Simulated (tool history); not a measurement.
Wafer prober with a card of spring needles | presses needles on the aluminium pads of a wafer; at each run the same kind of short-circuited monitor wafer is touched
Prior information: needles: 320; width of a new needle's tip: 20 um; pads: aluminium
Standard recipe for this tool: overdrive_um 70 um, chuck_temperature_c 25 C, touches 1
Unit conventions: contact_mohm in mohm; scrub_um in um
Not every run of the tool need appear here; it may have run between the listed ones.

run,hour,overdrive_um,chuck_temperature_c,touches,contact_mohm,scrub_um
1,0.0,70,25,1,260,18.77
# hour 8.2: tips cleaned on abrasive film
# hour 18.4: tips cleaned on abrasive film
2,23.3,71,25,1,258,19.00
# hour 27.7: tips cleaned on abrasive film
# hour 38.1: tips cleaned on abrasive film
# hour 47.3: tips cleaned on abrasive film
3,47.3,70,25,1,256,18.65
# hour 57.4: tips cleaned on abrasive film
4,64.0,70,25,1,259,18.73
# hour 67.8: tips cleaned on abrasive film
# hour 78.0: tips cleaned on abrasive film
5,85.3,70,25,1,260,19.23
# hour 87.6: tips cleaned on abrasive film
# hour 96.9: tips cleaned on abrasive film
# hour 107.5: tips cleaned on abrasive film
6,111.8,70,25,1,260,18.82
# hour 117.7: tips cleaned on abrasive film
# hour 127.5: tips cleaned on abrasive film
# hour 137.7: tips cleaned on abrasive film
7,139.6,70,25,1,257,19.09
# hour 148.2: tips cleaned on abrasive film
# hour 158.1: tips cleaned on abrasive film
# hour 163.9: height of the first contact set anew
# hour 167.4: tips cleaned on abrasive film
8,167.4,70,25,1,258,18.71
# hour 178.2: tips cleaned on abrasive film
# hour 187.9: tips cleaned on abrasive film
# hour 197.8: tips cleaned on abrasive film
9,200.9,70,25,1,258,18.97
# hour 207.4: tips cleaned on abrasive film
# hour 218.3: tips cleaned on abrasive film
# hour 228.3: tips cleaned on abrasive film
10,234.5,70,25,1,259,18.85
# hour 238.9: tips cleaned on abrasive film
# hour 249.2: tips cleaned on abrasive film
# hour 259.5: tips cleaned on abrasive film
11,261.7,70,25,1,256,18.56
# hour 269.7: tips cleaned on abrasive film
# hour 279.3: tips cleaned on abrasive film
# hour 289.2: tips cleaned on abrasive film
12,289.2,70,25,1,260,19.07
# hour 298.8: tips cleaned on abrasive film
# hour 308.6: tips cleaned on abrasive film
# hour 318.4: tips cleaned on abrasive film
13,318.4,70,25,1,258,18.87
# hour 327.9: tips cleaned on abrasive film
# hour 338.6: tips cleaned on abrasive film
# hour 349.2: tips cleaned on abrasive film
14,349.6,76,30,2,262,20.62
# hour 359.2: tips cleaned on abrasive film
# hour 368.9: tips cleaned on abrasive film
15,376.6,83,25,1,257,22.13
# hour 378.5: tips cleaned on abrasive film
# hour 389.0: tips cleaned on abrasive film
# hour 398.6: tips cleaned on abrasive film
16,406.8,83,25,1,255,22.42
# hour 408.4: tips cleaned on abrasive film
# hour 418.3: tips cleaned on abrasive film
# hour 427.9: tips cleaned on abrasive film
# hour 436.9: tips cleaned on abrasive film
17,436.9,70,117,2,284,18.86
# hour 445.7: tips cleaned on abrasive film
18,451.3,52,89,2,284,14.16
# hour 455.0: tips cleaned on abrasive film
# hour 464.7: tips cleaned on abrasive film
# hour 473.4: tips cleaned on abrasive film
19,480.0,52,89,2,284,14.15
# hour 482.3: tips cleaned on abrasive film
# hour 491.9: tips cleaned on abrasive film
# hour 501.6: tips cleaned on abrasive film
20,509.6,70,40,1,263,18.86
# hour 511.2: tips cleaned on abrasive film
# hour 521.7: tips cleaned on abrasive film
# hour 531.7: tips cleaned on abrasive film
21,532.6,52,25,1,260,14.10
# hour 541.0: tips cleaned on abrasive film
# hour 551.9: tips cleaned on abrasive film
# hour 561.7: tips cleaned on abrasive film
22,565.7,56,66,1,272,15.11
# hour 571.4: tips cleaned on abrasive film
# hour 581.8: tips cleaned on abrasive film
23,588.2,56,66,1,280,15.04
# hour 590.5: tips cleaned on abrasive film
# hour 601.1: tips cleaned on abrasive film
24,607.5,56,66,1,277,15.12
# hour 611.5: tips cleaned on abrasive film
# hour 622.4: tips cleaned on abrasive film
# hour 632.1: tips cleaned on abrasive film
25,635.4,60,25,2,256,16.19

3 options for the next run, each taken on its own from the tool as it stands now. Forecast them:
# hour 641.9: tips cleaned on abrasive film
# hour 652.0: tips cleaned on abrasive film
A,656.1,60,25,1,?,?
# hour 641.9: tips cleaned on abrasive film
# hour 652.0: tips cleaned on abrasive film
B,656.1,60,25,3,?,?
# hour 641.9: tips cleaned on abrasive film
# hour 652.0: tips cleaned on abrasive film
C,656.1,63,62,1,?,?

run,contact_mohm,scrub_um
A,261,16.18
B,257,16.04
C,270,16.77
Stripped of hidden state, with their random variation kept, the same runs would have yielded:
run,contact_mohm,scrub_um
A,260,16.23
B,257,16.10
C,270,16.83

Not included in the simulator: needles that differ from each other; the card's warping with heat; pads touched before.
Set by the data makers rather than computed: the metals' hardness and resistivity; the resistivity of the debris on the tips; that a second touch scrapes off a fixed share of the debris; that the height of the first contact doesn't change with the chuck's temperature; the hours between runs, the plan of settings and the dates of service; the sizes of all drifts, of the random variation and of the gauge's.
